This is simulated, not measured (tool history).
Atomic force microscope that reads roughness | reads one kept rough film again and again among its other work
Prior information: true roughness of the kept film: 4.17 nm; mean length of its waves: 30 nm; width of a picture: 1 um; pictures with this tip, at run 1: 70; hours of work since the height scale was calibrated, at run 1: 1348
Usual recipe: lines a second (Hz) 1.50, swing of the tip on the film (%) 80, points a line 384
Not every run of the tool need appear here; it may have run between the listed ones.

run	hour	lines a second (Hz)	swing of the tip on the film (%)	points a line	pictures with this tip	hours of work since the height scale was calibrated	roughness of the kept film (nm (root mean square))
1	0.0	1.50	80	384	70	1348	1.920
# hour 6.9: new tip fitted
2	35.7	1.50	80	384	42	1367	2.275
# hour 66.3: new tip fitted
3	85.6	1.50	80	384	28	1393	2.526
# hour 119.9: new tip fitted
4	120.4	1.50	80	384	0	1411	3.012
5	162.9	1.50	80	384	62	1433	2.097
# hour 174.0: new tip fitted
6	214.0	1.50	80	384	58	1460	2.111
# hour 230.7: new tip fitted
7	271.0	1.50	80	361	59	1490	2.159
# hour 288.8: new tip fitted
8	308.6	1.50	80	361	28	1510	2.545
9	340.3	1.50	80	361	74	1526	2.058
# hour 344.7: new tip fitted
10	381.7	1.50	80	465	54	1548	2.182
# hour 401.7: new tip fitted
11	424.0	1.50	85	384	32	1570	2.349
# hour 456.9: new tip fitted
12	474.9	1.50	80	384	27	1597	2.521
# hour 510.7: new tip fitted
13	520.7	1.50	78	384	14	1621	2.787
# hour 568.5: new tip fitted
14	575.5	1.50	78	384	10	1650	2.870
# hour 625.9: new tip fitted
15	640.6	1.50	78	384	21	1684	2.618
# hour 680.8: new tip fitted
16	697.8	1.50	78	384	24	1714	2.672
# hour 740.3: new tip fitted
17	756.9	1.50	78	384	24	1745	2.555
18	787.3	1.50	78	384	68	1761	2.009
# hour 795.2: new tip fitted
# hour 853.7: new tip fitted
19	858.8	0.73	86	638	8	1798	3.037
# hour 909.5: new tip fitted
20	928.9	1.22	86	638	28	1835	2.544
# hour 933.6: height scale calibrated on a step standard
# hour 964.0: new tip fitted
21	984.6	3.45	86	630	29	27	1.966
# hour 1022.6: new tip fitted
22	1039.9	0.98	84	384	25	56	2.653
# hour 1069.6: height scale calibrated on a step standard, once more
23	1072.2	0.98	70	464	70	1	2.172
# hour 1079.5: new tip fitted
24	1108.3	2.89	64	382	42	20	2.400
# hour 1136.8: new tip fitted
25	1145.0	2.08	64	382	12	39	2.967
26	1181.1	0.60	66	343	64	58	2.322
# hour 1190.4: new tip fitted
27	1221.6	0.60	69	343	45	80	2.556
# hour 1246.6: new tip fitted
28	1268.0	0.60	69	343	31	104	2.762
# hour 1304.2: new tip fitted
29	1318.2	0.60	69	343	20	130	2.996
# hour 1360.2: new tip fitted
30	1361.9	1.13	82	311	3	153	3.035
31	1405.9	1.13	82	311	66	176	2.072

Take each entry between the runs: how does the hidden state at the last listed run before it differ from the hidden state at the first listed run after it?
In the gap between runs 1 and 2: new tip fitted (hour 6.9)
  radius of the tip, nm: 47.2 -> 32.2; height scale over the true one, %: 0.83 -> 0.84
  measured value less the no-hidden-state value, roughness of the kept film (nm (root mean square)): -1.084 -> -0.758
In the gap between runs 2 and 3: new tip fitted (hour 66.3)
  radius of the tip, nm: 32.2 -> 23; height scale over the true one, %: 0.84 -> 0.86
  measured value less the no-hidden-state value, roughness of the kept film (nm (root mean square)): -0.758 -> -0.479
In the gap between runs 3 and 4: new tip fitted (hour 119.9)
  radius of the tip, nm: 23 -> 10.7; height scale over the true one, %: 0.86 -> 0.87
  measured value less the no-hidden-state value, roughness of the kept film (nm (root mean square)): -0.479 -> -0.005
In the gap between runs 5 and 6: new tip fitted (hour 174.0)
  radius of the tip, nm: 38.9 -> 38.5; height scale over the true one, %: 0.88 -> 0.9
  measured value less the no-hidden-state value, roughness of the kept film (nm (root mean square)): -0.912 -> -0.902
In the gap between runs 6 and 7: new tip fitted (hour 230.7)
  radius of the tip, nm: 38.5 -> 36; height scale over the true one, %: 0.9 -> 0.91
  measured value less the no-hidden-state value, roughness of the kept film (nm (root mean square)): -0.902 -> -0.838
In the gap between runs 7 and 8: new tip fitted (hour 288.8)
  radius of the tip, nm: 36 -> 22.3; height scale over the true one, %: 0.91 -> 0.92
  measured value less the no-hidden-state value, roughness of the kept film (nm (root mean square)): -0.838 -> -0.455
In the gap between runs 9 and 10: new tip fitted (hour 344.7)
  radius of the tip, nm: 41.6 -> 35.8; height scale over the true one, %: 0.93 -> 0.94
  measured value less the no-hidden-state value, roughness of the kept film (nm (root mean square)): -0.975 -> -0.841
In the gap between runs 10 and 11: new tip fitted (hour 401.7)
  radius of the tip, nm: 35.8 -> 26.4; height scale over the true one, %: 0.94 -> 0.96
  measured value less the no-hidden-state value, roughness of the kept film (nm (root mean square)): -0.841 -> -0.567
In the gap between runs 11 and 12: new tip fitted (hour 456.9)
  radius of the tip, nm: 26.4 -> 22.5; height scale over the true one, %: 0.96 -> 0.97
  measured value less the no-hidden-state value, roughness of the kept film (nm (root mean square)): -0.567 -> -0.458
In the gap between runs 12 and 13: new tip fitted (hour 510.7)
  radius of the tip, nm: 22.5 -> 16.6; height scale over the true one, %: 0.97 -> 0.98
  measured value less the no-hidden-state value, roughness of the kept film (nm (root mean square)): -0.458 -> -0.256
In the gap between runs 13 and 14: new tip fitted (hour 568.5)
  radius of the tip, nm: 16.6 -> 14.8; height scale over the true one, %: 0.98 -> 1
  measured value less the no-hidden-state value, roughness of the kept film (nm (root mean square)): -0.256 -> -0.182
In the gap between runs 14 and 15: new tip fitted (hour 625.9)
  radius of the tip, nm: 14.8 -> 20.8; height scale over the true one, %: 1 -> 1.02
  measured value less the no-hidden-state value, roughness of the kept film (nm (root mean square)): -0.182 -> -0.409
In the gap between runs 15 and 16: new tip fitted (hour 680.8)
  radius of the tip, nm: 20.8 -> 19.9; height scale over the true one, %: 1.02 -> 1.03
  measured value less the no-hidden-state value, roughness of the kept film (nm (root mean square)): -0.409 -> -0.379
In the gap between runs 16 and 17: new tip fitted (hour 740.3)
  radius of the tip, nm: 19.9 -> 22.8; height scale over the true one, %: 1.03 -> 1.05
  measured value less the no-hidden-state value, roughness of the kept film (nm (root mean square)): -0.379 -> -0.477
In the gap between runs 18 and 19: new tip fitted (hour 795.2); new tip fitted (hour 853.7)
  radius of the tip, nm: 44 -> 14.1; height scale over the true one, %: 1.06 -> 1.08
  measured value less the no-hidden-state value, roughness of the kept film (nm (root mean square)): -1.030 -> -0.157
In the gap between runs 19 and 20: new tip fitted (hour 909.5)
  radius of the tip, nm: 14.1 -> 22.4; height scale over the true one, %: 1.08 -> 1.1
  measured value less the no-hidden-state value, roughness of the kept film (nm (root mean square)): -0.157 -> -0.454
In the gap between runs 20 and 21: height scale calibrated on a step standard (hour 933.6); new tip fitted (hour 964.0)
  radius of the tip, nm: 22.4 -> 24.1; height scale over the true one, %: 1.1 -> 1.64
  measured value less the no-hidden-state value, roughness of the kept film (nm (root mean square)): -0.454 -> -0.390
In the gap between runs 21 and 22: new tip fitted (hour 1022.6)
  radius of the tip, nm: 24.1 -> 22; height scale over the true one, %: 1.64 -> 1.66
  measured value less the no-hidden-state value, roughness of the kept film (nm (root mean square)): -0.390 -> -0.439
In the gap between runs 22 and 23: height scale calibrated on a step standard, once more (hour 1069.6)
  radius of the tip, nm: 22 -> 43.3; height scale over the true one, %: 1.66 -> 0.21
  measured value less the no-hidden-state value, roughness of the kept film (nm (root mean square)): -0.439 -> -1.111
In the gap between runs 23 and 24: new tip fitted (hour 1079.5)
  radius of the tip, nm: 43.3 -> 29.9; height scale over the true one, %: 0.21 -> 0.22
  measured value less the no-hidden-state value, roughness of the kept film (nm (root mean square)): -1.111 -> -0.732
In the gap between runs 24 and 25: new tip fitted (hour 1136.8)
  radius of the tip, nm: 29.9 -> 15.7; height scale over the true one, %: 0.22 -> 0.23
  measured value less the no-hidden-state value, roughness of the kept film (nm (root mean square)): -0.732 -> -0.252
In the gap between runs 26 and 27: new tip fitted (hour 1190.4)
  radius of the tip, nm: 40.4 -> 30.7; height scale over the true one, %: 0.24 -> 0.25
  measured value less the no-hidden-state value, roughness of the kept film (nm (root mean square)): -1.083 -> -0.808
In the gap between runs 27 and 28: new tip fitted (hour 1246.6)
  radius of the tip, nm: 30.7 -> 24.3; height scale over the true one, %: 0.25 -> 0.26
  measured value less the no-hidden-state value, roughness of the kept film (nm (root mean square)): -0.808 -> -0.604
In the gap between runs 28 and 29: new tip fitted (hour 1304.2)
  radius of the tip, nm: 24.3 -> 18.5; height scale over the true one, %: 0.26 -> 0.28
  measured value less the no-hidden-state value, roughness of the kept film (nm (root mean square)): -0.604 -> -0.386
In the gap between runs 29 and 30: new tip fitted (hour 1360.2)
  radius of the tip, nm: 18.5 -> 11.8; height scale over the true one, %: 0.28 -> 0.29
  measured value less the no-hidden-state value, roughness of the kept film (nm (root mean square)): -0.386 -> -0.074
